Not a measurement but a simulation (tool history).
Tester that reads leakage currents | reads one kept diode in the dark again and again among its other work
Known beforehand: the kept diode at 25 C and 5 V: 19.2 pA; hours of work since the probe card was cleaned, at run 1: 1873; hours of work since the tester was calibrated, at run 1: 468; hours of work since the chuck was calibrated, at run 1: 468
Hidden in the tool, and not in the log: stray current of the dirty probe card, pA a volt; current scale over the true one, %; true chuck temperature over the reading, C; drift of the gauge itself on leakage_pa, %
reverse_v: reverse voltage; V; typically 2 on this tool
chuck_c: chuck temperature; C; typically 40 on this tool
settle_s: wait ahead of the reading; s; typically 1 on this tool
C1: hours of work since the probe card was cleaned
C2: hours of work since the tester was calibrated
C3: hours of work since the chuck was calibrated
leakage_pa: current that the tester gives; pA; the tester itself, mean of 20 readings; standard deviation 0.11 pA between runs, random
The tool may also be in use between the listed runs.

Run 1, day 0: usual settings; C1 1873; C2 468; C3 468. Result: leakage_pa 34.84 pA.
Run 2, day 8.5: usual settings; C1 2035; C2 630; C3 630. Result: leakage_pa 34.91 pA.
At day 9.646: probe card cleaned and baked.
Run 3, day 13.342: usual settings but chuck_c 43 C; C1 70; C2 720; C3 720. Result: leakage_pa 38.83 pA.
At day 19.762: chuck's temperature calibrated.
Run 4, day 21.008: usual settings but chuck_c 43 C; C1 215; C2 864; C3 24. Result: leakage_pa 40.68 pA.
Run 5, day 26.508: usual settings but chuck_c 43 C; C1 319; C2 969; C3 128. Result: leakage_pa 40.59 pA.
Run 6, day 33.325: usual settings but chuck_c 43 C, settle_s 5.73 s; C1 449; C2 1099; C3 258. Result: leakage_pa 40.07 pA.
Run 7, day 39.775: usual settings but chuck_c 43 C, settle_s 5.73 s; C1 572; C2 1222; C3 381. Result: leakage_pa 39.95 pA.
Run 8, day 48.371: usual settings but chuck_c 43 C, settle_s 5.73 s; C1 736; C2 1385; C3 545. Result: leakage_pa 40.16 pA.
Run 9, day 56.938: usual settings but chuck_c 43 C, settle_s 5.73 s; C1 899; C2 1548; C3 708. Result: leakage_pa 40.09 pA.
Run 10, day 62.458: usual settings; C1 1004; C2 1654; C3 813. Result: leakage_pa 33.37 pA.
At day 64.446: chuck's temperature calibrated.
Run 11, day 66.146: usual settings but reverse_v 18.19 V, chuck_c 41 C, settle_s 1.49 s; C1 1072; C2 1722; C3 32. Result: leakage_pa 143.03 pA.
Run 12, day 73.962: usual settings but chuck_c 58 C, settle_s 0.33 s; C1 1221; C2 1871; C3 181. Result: leakage_pa 104.38 pA.
Run 13, day 78.588: usual settings but reverse_v 7.26 V, settle_s 9.26 s; C1 1309; C2 1959; C3 269. Result: leakage_pa 75.87 pA.
Run 14, day 83.85: usual settings but reverse_v 5.44 V, settle_s 0.64 s; C1 1409; C2 2059; C3 369. Result: leakage_pa 65.69 pA.
Run 15, day 89.233: usual settings but reverse_v 5.44 V, settle_s 0.64 s; C1 1512; C2 2162; C3 472. Result: leakage_pa 66.01 pA.
Run 16, day 96.233: usual settings but reverse_v 1.66 V, chuck_c 33 C, settle_s 0.47 s; C1 1645; C2 2295; C3 605. Result: leakage_pa 20.87 pA.
Run 17, day 100.558: usual settings but chuck_c 46 C, settle_s 2.41 s; C1 1728; C2 2377; C3 687. Result: leakage_pa 50.11 pA.
Run 18, day 104.688: usual settings but reverse_v 3.05 V, chuck_c 39 C, settle_s 1.86 s; C1 1806; C2 2456; C3 766. Result: leakage_pa 42.69 pA.
At day 108.625: chuck's temperature calibrated.
Run 19, day 111.979: usual settings but reverse_v 3.05 V, chuck_c 39 C, settle_s 1.86 s; C1 1943; C2 2593; C3 64. Result: leakage_pa 44.57 pA.

For each run, the measured value with the value that run would have given without the tool's hidden condition subtracted. The run-to-run variation is shared by both, the gauge scatter possibly not:
run  leakage_pa
  1        +2.2
  2       +2.23
  3       -0.98
  4       +0.84
  5       +0.81
  6       +0.75
  7       +0.73
  8        +0.7
  9       +0.72
 10        +0.8
 11      +17.02
 12       +3.28
 13        +7.8
 14       +6.09
 15       +6.25
 16       +1.96
 17       +2.23
 18        +3.7
 19       +5.54
